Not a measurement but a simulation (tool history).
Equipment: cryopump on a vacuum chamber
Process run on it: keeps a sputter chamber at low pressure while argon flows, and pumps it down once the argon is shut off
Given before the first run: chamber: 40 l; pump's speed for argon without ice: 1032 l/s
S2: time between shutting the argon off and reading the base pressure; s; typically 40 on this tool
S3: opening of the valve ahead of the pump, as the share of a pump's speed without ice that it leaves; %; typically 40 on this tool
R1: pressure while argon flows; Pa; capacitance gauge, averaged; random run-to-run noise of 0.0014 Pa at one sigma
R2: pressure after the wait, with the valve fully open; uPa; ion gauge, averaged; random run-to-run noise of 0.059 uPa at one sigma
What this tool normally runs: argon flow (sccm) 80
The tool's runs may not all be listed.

Run 1, hour 0: usual settings. Result: R1 0.3374 Pa, R2 4.23 uPa.
Run 2, hour 40.8: usual settings but S2 24 s. Result: R1 0.3418 Pa, R2 6.57 uPa.
Run 3, hour 98.6: usual settings but S2 24 s. Result: R1 0.3414 Pa, R2 6.78 uPa.
Run 4, hour 137.5: usual settings but S2 107 s. Result: R1 0.3423 Pa, R2 2.27 uPa.
Run 5, hour 194.3: usual settings but S2 107 s, S3 59 %. Result: R1 0.2399 Pa, R2 2.28 uPa.
Run 6, hour 255.3: usual settings but S2 107 s, S3 59 %. Result: R1 0.2432 Pa, R2 2.31 uPa.
Run 7, hour 324.5: usual settings but S2 107 s, S3 59 %. Result: R1 0.2443 Pa, R2 2.37 uPa.
Run 8, hour 366.9: usual settings but S2 91 s, S3 59 %. Result: R1 0.2454 Pa, R2 2.69 uPa.
Run 9, hour 411.3: usual settings but S2 91 s, S3 59 %. Result: R1 0.2482 Pa, R2 2.63 uPa.
Run 10, hour 478.9: usual settings. Result: R1 0.3571 Pa, R2 4.8 uPa.
Run 11, hour 517.8: usual settings. Result: R1 0.3566 Pa, R2 4.7 uPa.
Run 12, hour 560.2: usual settings but argon flow (sccm) 83, S2 219 s, S3 23 %. Result: R1 0.6193 Pa, R2 2.01 uPa.
Run 13, hour 621: usual settings but argon flow (sccm) 83, S2 219 s, S3 23 %. Result: R1 0.6226 Pa, R2 2.01 uPa.
Run 14, hour 691: usual settings but argon flow (sccm) 83, S2 219 s, S3 23 %. Result: R1 0.628 Pa, R2 2.03 uPa.
Run 15, hour 734.9: usual settings but argon flow (sccm) 95, S3 23 %. Result: R1 0.7215 Pa, R2 4.9 uPa.
Run 16, hour 805.8: usual settings but argon flow (sccm) 65, S3 39 %. Result: R1 0.3058 Pa, R2 4.94 uPa.
Run 17, hour 875.1: usual settings but argon flow (sccm) 62, S2 64 s, S3 31 %. Result: R1 0.3613 Pa, R2 3.72 uPa.
Run 18, hour 932.6: usual settings but argon flow (sccm) 113, S2 85 s, S3 29 %. Result: R1 0.7022 Pa, R2 3.22 uPa.
Run 19, hour 995: usual settings but argon flow (sccm) 113, S2 85 s, S3 29 %. Result: R1 0.7034 Pa, R2 3.35 uPa.

4 options for the next run, each taken on its own from the tool as it stands now. Forecast them:
Run A, hour 1025.7: usual settings but S3 49 %. Result: R1 ?, R2 ?.
Run B, hour 1025.7: usual settings but argon flow (sccm) 100. Result: R1 ?, R2 ?.
Run C, hour 1025.7: usual settings but S3 21 %. Result: R1 ?, R2 ?.
Run D, hour 1025.7: usual settings but argon flow (sccm) 66, S3 25 %. Result: R1 ?, R2 ?.

run      R1    R2
  A  0.3178  5.16
  B  0.4707  5.28
  C  0.6681  5.21
  D  0.4715  5.23
Without the tool's hidden state the same runs would have given:
run      R1    R2
  A  0.2688  3.67
  B  0.4096  3.77
  C  0.6195  3.71
  D  0.4313  3.73

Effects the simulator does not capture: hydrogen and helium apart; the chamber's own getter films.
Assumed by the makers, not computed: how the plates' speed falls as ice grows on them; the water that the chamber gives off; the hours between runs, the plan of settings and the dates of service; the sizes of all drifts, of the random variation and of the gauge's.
